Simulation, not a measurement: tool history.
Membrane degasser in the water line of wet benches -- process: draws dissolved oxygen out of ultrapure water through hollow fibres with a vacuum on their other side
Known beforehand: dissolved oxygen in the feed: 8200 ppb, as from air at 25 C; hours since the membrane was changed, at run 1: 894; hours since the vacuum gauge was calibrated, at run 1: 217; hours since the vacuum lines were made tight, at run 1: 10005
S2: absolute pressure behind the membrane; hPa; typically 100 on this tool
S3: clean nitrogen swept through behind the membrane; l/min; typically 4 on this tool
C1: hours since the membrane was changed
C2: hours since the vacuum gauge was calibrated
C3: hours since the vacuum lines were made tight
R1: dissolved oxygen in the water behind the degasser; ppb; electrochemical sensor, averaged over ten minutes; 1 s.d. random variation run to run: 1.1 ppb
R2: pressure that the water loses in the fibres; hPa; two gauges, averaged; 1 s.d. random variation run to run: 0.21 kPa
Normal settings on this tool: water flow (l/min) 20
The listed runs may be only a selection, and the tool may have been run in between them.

Run 1, hour 0: usual settings; C1 894; C2 217; C3 10005. Result: R1 104.8 ppb, R2 474.5 hPa.
Run 2, hour 52: usual settings but water flow (l/min) 25; C1 946; C2 269; C3 10057. Result: R1 148.5 ppb, R2 594.7 hPa.
Run 3, hour 95.4: usual settings but water flow (l/min) 25; C1 989; C2 312; C3 10100. Result: R1 149.3 ppb, R2 591 hPa.
Run 4, hour 133.5: usual settings but water flow (l/min) 25; C1 1027; C2 351; C3 10138. Result: R1 147.7 ppb, R2 596.5 hPa.
Run 5, hour 160.4: usual settings but water flow (l/min) 25; C1 1054; C2 377; C3 10165. Result: R1 148.3 ppb, R2 596.5 hPa.
Run 6, hour 207.8: usual settings but water flow (l/min) 25; C1 1102; C2 425; C3 10213. Result: R1 151.2 ppb, R2 594.9 hPa.
Run 7, hour 252.8: usual settings but water flow (l/min) 25, S3 1.84 l/min; C1 1147; C2 470; C3 10258. Result: R1 259.2 ppb, R2 593.8 hPa.
Run 8, hour 281.9: usual settings but water flow (l/min) 25, S3 1.84 l/min; C1 1176; C2 499; C3 10287. Result: R1 256.4 ppb, R2 590.8 hPa.
Run 9, hour 327.2: usual settings but water flow (l/min) 25, S3 1.84 l/min; C1 1221; C2 544; C3 10332. Result: R1 256.6 ppb, R2 593.5 hPa.
Run 10, hour 364.7: usual settings but water flow (l/min) 25, S3 1.84 l/min; C1 1259; C2 582; C3 10370. Result: R1 254.1 ppb, R2 593.9 hPa.
Run 11, hour 426.1: usual settings but water flow (l/min) 25, S3 7.16 l/min; C1 1320; C2 643; C3 10431. Result: R1 104.3 ppb, R2 592.3 hPa.
Run 12, hour 471.9: usual settings; C1 1366; C2 689; C3 10477. Result: R1 105 ppb, R2 474.8 hPa.
Run 13, hour 517.6: usual settings but water flow (l/min) 25, S2 119 hPa; C1 1411; C2 735; C3 10522. Result: R1 178.8 ppb, R2 594 hPa.
Run 14, hour 553.3: usual settings but water flow (l/min) 14, S2 157 hPa, S3 4.58 l/min; C1 1447; C2 770; C3 10558. Result: R1 103 ppb, R2 331.6 hPa.
Run 15, hour 612.6: usual settings but water flow (l/min) 14, S2 169 hPa, S3 1.64 l/min; C1 1506; C2 830; C3 10618. Result: R1 291.9 ppb, R2 330.9 hPa.
Run 16, hour 663.9: usual settings but S2 82 hPa; C1 1558; C2 881; C3 10669. Result: R1 83.7 ppb, R2 477.9 hPa.
Run 17, hour 725: usual settings but S2 82 hPa; C1 1619; C2 942; C3 10730. Result: R1 82.8 ppb, R2 474 hPa.
Run 18, hour 752: usual settings but S2 82 hPa; C1 1646; C2 969; C3 10757. Result: R1 83 ppb, R2 474.5 hPa.
Run 19, hour 781.3: usual settings but S2 82 hPa; C1 1675; C2 998; C3 10786. Result: R1 82.2 ppb, R2 475.2 hPa.
Run 20, hour 841.6: usual settings but S2 82 hPa; C1 1735; C2 1059; C3 10847. Result: R1 85.2 ppb, R2 476.7 hPa.
Run 21, hour 896.6: usual settings but S2 82 hPa; C1 1790; C2 1114; C3 10901. Result: R1 84.9 ppb, R2 474.7 hPa.
Run 22, hour 956.4: usual settings but S2 219 hPa, S3 1.89 l/min; C1 1850; C2 1174; C3 10961. Result: R1 471.1 ppb, R2 479.8 hPa.
Run 23, hour 989.2: usual settings but S2 219 hPa, S3 1.89 l/min; C1 1883; C2 1206; C3 10994. Result: R1 476 ppb, R2 478.6 hPa.

Below are 4 alternative next runs, each starting from the tool's condition after run 23. Predict each:
Run A, hour 1030.9: usual settings but S2 219 hPa, S3 10.42 l/min; C1 1925; C2 1248; C3 11036. Result: R1 ?, R2 ?.
Run B, hour 1030.9: usual settings but water flow (l/min) 19, S2 115 hPa, S3 6.24 l/min; C1 1925; C2 1248; C3 11036. Result: R1 ?, R2 ?.
Run C, hour 1030.9: usual settings but water flow (l/min) 19, S2 74 hPa, S3 2.23 l/min; C1 1925; C2 1248; C3 11036. Result: R1 ?, R2 ?.
Run D, hour 1030.9: usual settings but S2 99 hPa, S3 1.89 l/min; C1 1925; C2 1248; C3 11036. Result: R1 ?, R2 ?.

run     R1     R2
  A  111.9  475.8
  B   80.9  456.8
  C  103.7  453.9
  D  193.9  475.3
Without the tool's hidden state the same runs would have given:
run     R1     R2
  A  107.1  470.9
  B   77.1  452.1
  C   99.2  449.2
  D  186.8  470.4

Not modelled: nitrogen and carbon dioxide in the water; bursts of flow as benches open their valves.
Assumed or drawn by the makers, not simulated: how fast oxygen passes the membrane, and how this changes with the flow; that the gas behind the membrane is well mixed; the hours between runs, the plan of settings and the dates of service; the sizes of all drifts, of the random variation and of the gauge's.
